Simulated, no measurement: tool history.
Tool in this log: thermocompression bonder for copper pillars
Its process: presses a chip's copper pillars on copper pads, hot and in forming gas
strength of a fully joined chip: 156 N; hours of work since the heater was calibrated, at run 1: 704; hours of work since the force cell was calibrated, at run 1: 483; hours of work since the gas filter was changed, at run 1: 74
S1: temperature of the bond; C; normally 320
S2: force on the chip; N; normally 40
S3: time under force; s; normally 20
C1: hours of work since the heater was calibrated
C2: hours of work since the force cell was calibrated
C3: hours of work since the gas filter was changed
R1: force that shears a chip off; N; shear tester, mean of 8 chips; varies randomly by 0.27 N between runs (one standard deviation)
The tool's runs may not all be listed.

run 1 hour=0.0 | S1=320 S2=40 S3=20 | C1=704 C2=483 C3=74 | R1=73.9
run 2 hour=22.5 | S1=331 S2=40 S3=20 | C1=721 C2=500 C3=91 | R1=81.8
run 3 hour=58.4 | S1=331 S2=40 S3=20 | C1=749 C2=528 C3=119 | R1=81.6
run 4 hour=79.7 | S1=331 S2=29 S3=20 | C1=766 C2=544 C3=136 | R1=57.5
run 5 hour=103.0 | S1=331 S2=29 S3=20 | C1=784 C2=563 C3=154 | R1=57.4
run 6 hour=135.7 | S1=331 S2=29 S3=20 | C1=809 C2=588 C3=179 | R1=57.3
run 7 hour=151.0 | S1=320 S2=33 S3=20 | C1=821 C2=600 C3=191 | R1=59.6
run 8 hour=179.0 | S1=320 S2=33 S3=20 | C1=843 C2=621 C3=213 | R1=59.5
run 9 hour=194.9 | S1=320 S2=33 S3=20 | C1=855 C2=634 C3=225 | R1=59.1
run 10 hour=232.0 | S1=320 S2=40 S3=20 | C1=884 C2=662 C3=254 | R1=72.4
run 11 hour=252.3 | S1=320 S2=40 S3=20 | C1=899 C2=678 C3=269 | R1=73.0
-- hour=259.7 heater calibrated with a thermocouple chip
run 12 hour=286.5 | S1=320 S2=40 S3=20 | C1=21 C2=703 C3=294 | R1=73.1
-- hour=299.3 forming gas filter changed
run 13 hour=310.6 | S1=320 S2=40 S3=43 | C1=39 C2=721 C3=9 | R1=93.9
run 14 hour=347.4 | S1=320 S2=40 S3=43 | C1=68 C2=750 C3=37 | R1=93.7
run 15 hour=368.2 | S1=320 S2=40 S3=43 | C1=84 C2=766 C3=53 | R1=93.6
-- hour=385.9 gauge calibrated
run 16 hour=398.3 | S1=320 S2=40 S3=43 | C1=107 C2=789 C3=77 | R1=95.5
run 17 hour=418.3 | S1=320 S2=40 S3=43 | C1=123 C2=805 C3=92 | R1=95.0
run 18 hour=444.9 | S1=320 S2=40 S3=43 | C1=143 C2=825 C3=113 | R1=94.8
run 19 hour=465.8 | S1=297 S2=40 S3=20 | C1=159 C2=842 C3=129 | R1=57.7
run 20 hour=483.2 | S1=297 S2=40 S3=20 | C1=173 C2=855 C3=143 | R1=58.0
run 21 hour=504.2 | S1=306 S2=32 S3=20 | C1=189 C2=871 C3=159 | R1=49.8
run 22 hour=520.2 | S1=306 S2=32 S3=20 | C1=202 C2=884 C3=171 | R1=49.4
run 23 hour=544.4 | S1=297 S2=36 S3=21 | C1=220 C2=903 C3=190 | R1=52.0
run 24 hour=576.1 | S1=317 S2=58 S3=35 | C1=245 C2=927 C3=214 | R1=116.1
run 25 hour=591.7 | S1=317 S2=58 S3=47 | C1=257 C2=939 C3=227 | R1=123.1
run 26 hour=623.9 | S1=320 S2=25 S3=10 | C1=282 C2=964 C3=252 | R1=31.5
run 27 hour=653.0 | S1=337 S2=44 S3=22 | C1=304 C2=987 C3=274 | R1=94.4
-- hour=690.5 forming gas filter changed
run 28 hour=690.5 | S1=340 S2=44 S3=35 | C1=333 C2=1015 C3=0 | R1=109.6
-- hour=693.3 gauge calibrated
run 29 hour=726.9 | S1=328 S2=51 S3=20 | C1=361 C2=1044 C3=28 | R1=100.0
run 30 hour=746.2 | S1=328 S2=51 S3=20 | C1=376 C2=1059 C3=43 | R1=98.4
run 31 hour=773.6 | S1=331 S2=40 S3=16 | C1=398 C2=1080 C3=64 | R1=74.7
run 32 hour=795.6 | S1=332 S2=59 S3=19 | C1=415 C2=1097 C3=81 | R1=112.5
run 33 hour=815.8 | S1=320 S2=38 S3=12 | C1=430 C2=1112 C3=97 | R1=57.4
-- hour=819.2 force cell calibrated
run 34 hour=851.6 | S1=320 S2=38 S3=28 | C1=457 C2=25 C3=124 | R1=78.0
run 35 hour=868.5 | S1=341 S2=33 S3=12 | C1=470 C2=38 C3=137 | R1=60.0
run 36 hour=900.3 | S1=341 S2=33 S3=22 | C1=494 C2=63 C3=161 | R1=75.0
run 37 hour=915.3 | S1=341 S2=33 S3=24 | C1=506 C2=74 C3=173 | R1=77.3
run 38 hour=933.1 | S1=341 S2=33 S3=24 | C1=520 C2=88 C3=187 | R1=77.3
run 39 hour=949.6 | S1=328 S2=40 S3=37 | C1=533 C2=101 C3=200 | R1=95.1

Measured result minus the same run's result without the hidden state. Both carry the same run-to-run variation, though not necessarily the same gauge scatter:
Hidden conditions of the tool in this case: true temperature of the bond over the reading, C; force that reaches the chip, % of what is set; oxide that the forming gas leaves, % of the face; drift of the gauge itself on shear_n, %.
run=1 R1=-0.1
run=2 R1=-0.2
run=3 R1=-0.4
run=4 R1=-0.4
run=5 R1=-0.5
run=6 R1=-0.6
run=7 R1=-0.6
run=8 R1=-0.7
run=9 R1=-0.7
run=10 R1=-1.1
run=11 R1=-1.1
run=12 R1=-1.1
run=13 R1=-1.3
run=14 R1=-1.5
run=15 R1=-1.6
run=16 R1=+0.0
run=17 R1=-0.1
run=18 R1=-0.3
run=19 R1=-0.3
run=20 R1=-0.2
run=21 R1=-0.3
run=22 R1=-0.4
run=23 R1=-0.4
run=24 R1=-1.3
run=25 R1=-1.4
run=26 R1=-0.4
run=27 R1=-1.4
run=28 R1=-1.6
run=29 R1=-0.1
run=30 R1=-0.3
run=31 R1=-0.2
run=32 R1=-0.6
run=33 R1=-0.3
run=34 R1=-0.8
run=35 R1=-0.7
run=36 R1=-1.0
run=37 R1=-1.0
run=38 R1=-1.1
run=39 R1=-1.5

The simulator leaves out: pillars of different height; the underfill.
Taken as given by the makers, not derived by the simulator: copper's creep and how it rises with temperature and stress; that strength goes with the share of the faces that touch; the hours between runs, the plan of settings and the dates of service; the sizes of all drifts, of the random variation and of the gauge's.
